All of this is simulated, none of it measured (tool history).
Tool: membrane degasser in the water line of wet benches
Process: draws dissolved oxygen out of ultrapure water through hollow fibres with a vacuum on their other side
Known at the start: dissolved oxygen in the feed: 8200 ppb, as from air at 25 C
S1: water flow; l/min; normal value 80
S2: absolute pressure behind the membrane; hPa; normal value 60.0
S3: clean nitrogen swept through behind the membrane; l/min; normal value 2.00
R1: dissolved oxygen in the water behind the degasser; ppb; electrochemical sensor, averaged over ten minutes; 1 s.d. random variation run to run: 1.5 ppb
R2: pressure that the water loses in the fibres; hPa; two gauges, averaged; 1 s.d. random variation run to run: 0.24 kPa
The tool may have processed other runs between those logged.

run	day	S1	S2	S3	R1	R2
1	0.000	80	60.0	2.00	228.4	608.3
2	3.500	80	60.0	2.00	229.6	610.8
3	7.425	80	49.6	2.00	150.2	611.0
4	11.279	80	49.6	2.00	151.0	609.0
5	14.571	80	104.4	2.00	556.8	613.4
6	16.771	80	104.4	2.00	562.4	620.9
7	20.321	80	104.4	2.00	556.6	612.0
8	22.033	80	104.4	1.83	594.6	610.7
9	23.788	80	60.0	2.00	229.4	611.5
10	27.258	80	60.0	5.48	101.7	615.3
11	29.525	80	60.0	5.48	103.3	619.5
12	31.554	80	60.0	2.00	228.7	617.9
13	35.212	80	60.0	1.41	296.8	620.1
14	38.979	80	36.3	2.00	45.4	620.9
15	41.171	80	36.3	1.46	54.3	618.1
16	44.746	80	88.6	2.00	440.0	621.6
17	46.562	112	88.6	1.36	773.0	866.4
18	48.646	112	88.6	1.36	773.1	872.0
19	51.238	110	38.3	2.19	106.6	852.0
20	54.079	110	38.3	2.19	105.4	856.1
21	55.912	71	131.7	2.00	682.2	555.8
22	58.500	71	131.7	2.00	687.3	555.7
# day 59.571: gauge calibrated
23	61.875	80	49.1	0.90	251.3	608.1
24	63.479	126	146.1	1.31	1551.6	964.5
25	65.867	62	37.4	1.01	63.0	474.0
26	69.592	94	52.9	2.00	208.4	721.6
27	72.438	80	60.0	1.73	256.6	609.6
28	74.850	80	60.0	2.32	205.1	613.5
29	77.300	80	51.8	1.33	223.2	611.2
30	80.462	113	51.8	1.33	315.4	867.5
31	84.158	92	60.0	2.00	266.1	703.6
32	86.179	121	121.5	2.00	957.9	929.1

4 ways to go on from here, each from the tool as it stands after run 32. What would each give?
A	88.521	106	121.5	1.47	?	?
B	88.521	85	147.8	1.15	?	?
C	88.521	128	60.0	5.35	?	?
D	88.521	60	60.0	3.42	?	?

run	R1	R2
A	1045.7	816.9
B	1308.9	653.5
C	221.7	985.4
D	111.0	461.8
Stripped of hidden state, with their random variation kept, the same runs would have yielded:
run	R1	R2
A	1045.3	808.1
B	1308.6	646.4
C	221.5	974.6
D	110.9	456.8

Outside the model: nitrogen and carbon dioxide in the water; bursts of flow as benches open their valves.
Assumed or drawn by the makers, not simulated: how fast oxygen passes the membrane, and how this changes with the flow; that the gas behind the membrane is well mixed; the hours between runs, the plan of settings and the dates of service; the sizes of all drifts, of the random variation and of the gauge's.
